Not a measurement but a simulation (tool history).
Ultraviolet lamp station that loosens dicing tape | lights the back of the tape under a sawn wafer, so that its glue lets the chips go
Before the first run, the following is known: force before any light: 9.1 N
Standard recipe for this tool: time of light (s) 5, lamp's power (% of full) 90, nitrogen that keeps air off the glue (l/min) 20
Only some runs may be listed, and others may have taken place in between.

| run | hour | time of light (s) | lamp's power (% of full) | nitrogen that keeps air off the glue (l/min) | force that peels the tape off (N) | light that reached the tape (mJ/cm²) |
|---|---|---|---|---|---|---|
| 1 | 0.0 | 5 | 90 | 20 | 0.752 | 644 |
| 2 | 15.3 | 5 | 90 | 20 | 0.737 | 639 |
| 3 | 24.5 | 5 | 90 | 20 | 0.746 | 645 |
| 4 | 33.4 | 4 | 90 | 20 | 1.200 | 514 |
| 5 | 47.1 | 5 | 90 | 20 | 0.744 | 635 |
| 6 | 60.0 | 5 | 90 | 20 | 0.740 | 639 |
| 7 | 75.0 | 9 | 90 | 20 | 0.153 | 1162 |
|  | 78.8 | window cleaned of glue's vapour |
| 8 | 86.6 | 5 | 71 | 20 | 1.230 | 512 |
| 9 | 100.8 | 5 | 97 | 20 | 0.618 | 699 |
| 10 | 115.8 | 5 | 90 | 31 | 0.521 | 643 |
| 11 | 126.9 | 9 | 90 | 20 | 0.152 | 1154 |
| 12 | 134.0 | 9 | 90 | 20 | 0.156 | 1166 |
| 13 | 143.7 | 9 | 90 | 20 | 0.152 | 1169 |
| 14 | 153.7 | 5 | 90 | 20 | 0.712 | 642 |
| 15 | 167.5 | 4 | 90 | 20 | 1.189 | 514 |
| 16 | 181.7 | 4 | 90 | 20 | 1.222 | 518 |
| 17 | 189.2 | 4 | 90 | 20 | 1.209 | 520 |
| 18 | 202.7 | 5 | 90 | 15 | 0.961 | 652 |
| 19 | 210.5 | 5 | 90 | 15 | 0.931 | 650 |
| 20 | 225.6 | 5 | 90 | 15 | 0.922 | 651 |
| 21 | 241.6 | 5 | 90 | 15 | 0.994 | 652 |
| 22 | 257.6 | 5 | 90 | 15 | 0.953 | 652 |
| 23 | 264.6 | 5 | 66 | 38 | 0.935 | 480 |
| 24 | 274.7 | 6 | 90 | 26 | 0.374 | 776 |
| 25 | 285.4 | 5 | 90 | 9 | 1.433 | 650 |
| 26 | 300.9 | 5 | 90 | 9 | 1.419 | 656 |
| 27 | 314.3 | 5 | 90 | 9 | 1.408 | 647 |
| 28 | 324.0 | 10 | 92 | 9 | 0.256 | 1341 |
| 29 | 333.1 | 2 | 92 | 30 | 2.781 | 267 |
| 30 | 349.6 | 6 | 95 | 16 | 0.501 | 821 |
| 31 | 359.3 | 5 | 90 | 21 | 0.710 | 655 |
| 32 | 371.8 | 5 | 90 | 9 | 1.418 | 654 |
| 33 | 378.5 | 2 | 90 | 7 | 4.735 | 262 |
| 34 | 385.8 | 2 | 90 | 7 | 4.648 | 258 |
| 35 | 400.6 | 5 | 71 | 12 | 1.771 | 517 |
| 36 | 415.4 | 5 | 71 | 12 | 1.737 | 521 |
| 37 | 423.4 | 5 | 72 | 6 | 2.552 | 526 |
| 38 | 434.2 | 5 | 75 | 32 | 0.780 | 548 |
| 39 | 448.9 | 5 | 75 | 32 | 0.790 | 554 |
| 40 | 457.5 | 5 | 90 | 26 | 0.619 | 656 |
| 41 | 467.8 | 9 | 90 | 26 | 0.118 | 1175 |
| 42 | 474.8 | 9 | 90 | 26 | 0.121 | 1185 |
|  | 478.2 | gauge calibrated |
| 43 | 487.3 | 9 | 90 | 26 | 0.123 | 1152 |

Forecast each of these 3 alternatives for the next run:
|  | 498.5 | window cleaned of glue's vapour |
| A | 502.9 | 6 | 90 | 39 | ? | ? |
|  | 498.5 | window cleaned of glue's vapour |
| B | 502.9 | 9 | 66 | 9 | ? | ? |
|  | 498.5 | window cleaned of glue's vapour |
| C | 502.9 | 4 | 81 | 26 | ? | ? |

| run | force that peels the tape off (N) | light that reached the tape (mJ/cm²) |
|---|---|---|
| A | 0.282 | 769 |
| B | 0.822 | 840 |
| C | 1.227 | 461 |
Without the tool's hidden state the same runs would have given:
| run | force that peels the tape off (N) | light that reached the tape (mJ/cm²) |
|---|---|---|
| A | 0.280 | 769 |
| B | 0.818 | 841 |
| C | 1.222 | 461 |
